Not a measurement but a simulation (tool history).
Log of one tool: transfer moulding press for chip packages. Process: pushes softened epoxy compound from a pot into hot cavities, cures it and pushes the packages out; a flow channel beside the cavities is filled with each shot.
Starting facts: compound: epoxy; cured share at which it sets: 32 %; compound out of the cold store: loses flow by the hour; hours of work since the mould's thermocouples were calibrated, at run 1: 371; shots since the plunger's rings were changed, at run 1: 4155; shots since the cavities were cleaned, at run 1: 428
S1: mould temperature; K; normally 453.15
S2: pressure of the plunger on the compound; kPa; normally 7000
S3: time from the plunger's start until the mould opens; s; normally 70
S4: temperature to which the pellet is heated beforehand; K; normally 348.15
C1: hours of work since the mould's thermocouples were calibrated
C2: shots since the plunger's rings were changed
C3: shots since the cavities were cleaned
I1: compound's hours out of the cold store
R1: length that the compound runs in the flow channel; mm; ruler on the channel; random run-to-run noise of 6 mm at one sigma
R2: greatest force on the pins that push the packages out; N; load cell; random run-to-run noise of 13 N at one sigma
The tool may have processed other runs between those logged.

run,hour,S1,S2,S3,S4,C1,C2,C3,I1,R1,R2
1,0,453.15,7000,70,348.15,371,4155,428,22.2,768,635
2,22.9,453.15,7000,70,348.15,387,4541,814,47.3,694,610
# hour 32.2: cavities cleaned with cleaning compound and waxed
3,40.9,453.15,7000,70,348.15,399,4821,148,27.3,751,621
4,60.2,458.15,7000,70,348.15,412,5147,474,16.6,761,472
5,84.9,453.15,7000,70,348.15,429,5563,890,14.5,795,669
# hour 91.2: cavities cleaned with cleaning compound and waxed
6,97.6,453.15,7000,70,348.15,437,5753,109,11.1,811,688
# hour 105.1: plunger's sealing rings changed
7,112.6,453.15,7000,63,348.15,446,126,319,14,798,825
8,135.4,453.15,7000,63,348.15,462,511,704,43.9,712,754
# hour 150.6: cavities cleaned with cleaning compound and waxed
9,150.6,453.15,7000,70,348.15,472,743,0,33.4,732,624
10,162.5,453.15,7000,70,348.15,480,944,201,47.3,696,589
11,186.1,456.15,7000,70,348.15,496,1342,599,34.8,732,504
12,200.3,453.15,7000,70,348.15,506,1582,839,9,811,653
# hour 208.8: cavities cleaned with cleaning compound and waxed
13,225.3,453.15,7000,70,348.15,523,1980,280,10.2,808,657
# hour 235.4: mould's thermocouples calibrated
14,245.5,458.15,7000,70,348.15,7,2286,586,42.7,696,457
# hour 267.6: cavities cleaned with cleaning compound and waxed
15,270.5,458.15,7000,70,348.15,24,2683,50,42.6,686,465
16,288.4,458.15,7980,97,340.15,36,2985,352,22.5,812,401
17,314,453.15,7000,85,348.15,54,3417,784,27.5,758,482
# hour 325.6: cavities cleaned with cleaning compound and waxed
18,335.2,453.15,7000,85,348.15,68,3750,162,28.7,748,453
19,350.7,453.15,7000,85,348.15,79,4012,424,15,791,478
20,370.7,459.15,5250,80,355.15,93,4350,762,17.8,669,409
# hour 382.4: cavities cleaned with cleaning compound and waxed
21,390.9,459.15,5250,80,340.15,106,4666,144,39.1,609,390
22,407.4,459.15,5250,80,340.15,117,4944,422,45.6,583,417
23,425,460.15,6220,62,353.15,130,5241,719,35.7,671,494
# hour 439.3: cavities cleaned with cleaning compound and waxed
24,442.8,453.15,7000,106,357.15,141,5516,59,46.2,706,398
# hour 464: plunger's sealing rings changed
25,467.7,461.15,7000,106,342.15,157,61,437,19.7,751,392
26,484.9,453.15,7000,70,345.15,169,352,728,34.9,731,626
27,495.9,450.15,7690,82,351.15,176,537,913,35.8,776,557

Hidden state at the last listed run before each entry between runs and at the first one after, where it differs:
From run 2 to run 3: cavities cleaned with cleaning compound and waxed (hour 32.2)
  pressure that reaches the compound, % of what is set: 99.87 -> 99.86; grip of the stained cavities, % over clean ones': 1.3 -> 0.4
From run 5 to run 6: cavities cleaned with cleaning compound and waxed (hour 91.2)
  pressure that reaches the compound, % of what is set: 99.84 -> 99.83; grip of the stained cavities, % over clean ones': 1.4 -> 0.3
From run 6 to run 7: plunger's sealing rings changed (hour 105.1)
  pressure that reaches the compound, % of what is set: 99.83 -> 99.99; grip of the stained cavities, % over clean ones': 0.3 -> 0.8
From run 8 to run 9: cavities cleaned with cleaning compound and waxed (hour 150.6)
  pressure that reaches the compound, % of what is set: 99.98 -> 99.97; grip of the stained cavities, % over clean ones': 1.3 -> 0.1
From run 12 to run 13: cavities cleaned with cleaning compound and waxed (hour 208.8)
  pressure that reaches the compound, % of what is set: 99.95 -> 99.94; grip of the stained cavities, % over clean ones': 1.4 -> 0.7
From run 13 to run 14: mould's thermocouples calibrated (hour 235.4)
  true mould temperature over the reading, C: -0.02 -> 0; pressure that reaches the compound, % of what is set: 99.94 -> 99.93; grip of the stained cavities, % over clean ones': 0.7 -> 1.2
From run 14 to run 15: cavities cleaned with cleaning compound and waxed (hour 267.6)
  pressure that reaches the compound, % of what is set: 99.93 -> 99.92; grip of the stained cavities, % over clean ones': 1.2 -> 0.2
From run 17 to run 18: cavities cleaned with cleaning compound and waxed (hour 325.6)
  pressure that reaches the compound, % of what is set: 99.9 -> 99.89; grip of the stained cavities, % over clean ones': 1.3 -> 0.5
From run 20 to run 21: cavities cleaned with cleaning compound and waxed (hour 382.4)
  pressure that reaches the compound, % of what is set: 99.87 -> 99.86; grip of the stained cavities, % over clean ones': 1.3 -> 0.4
From run 23 to run 24: cavities cleaned with cleaning compound and waxed (hour 439.3)
  pressure that reaches the compound, % of what is set: 99.85 -> 99.84; grip of the stained cavities, % over clean ones': 1.3 -> 0.2
From run 24 to run 25: plunger's sealing rings changed (hour 464)
  pressure that reaches the compound, % of what is set: 99.84 -> 99.99; grip of the stained cavities, % over clean ones': 0.2 -> 0.9
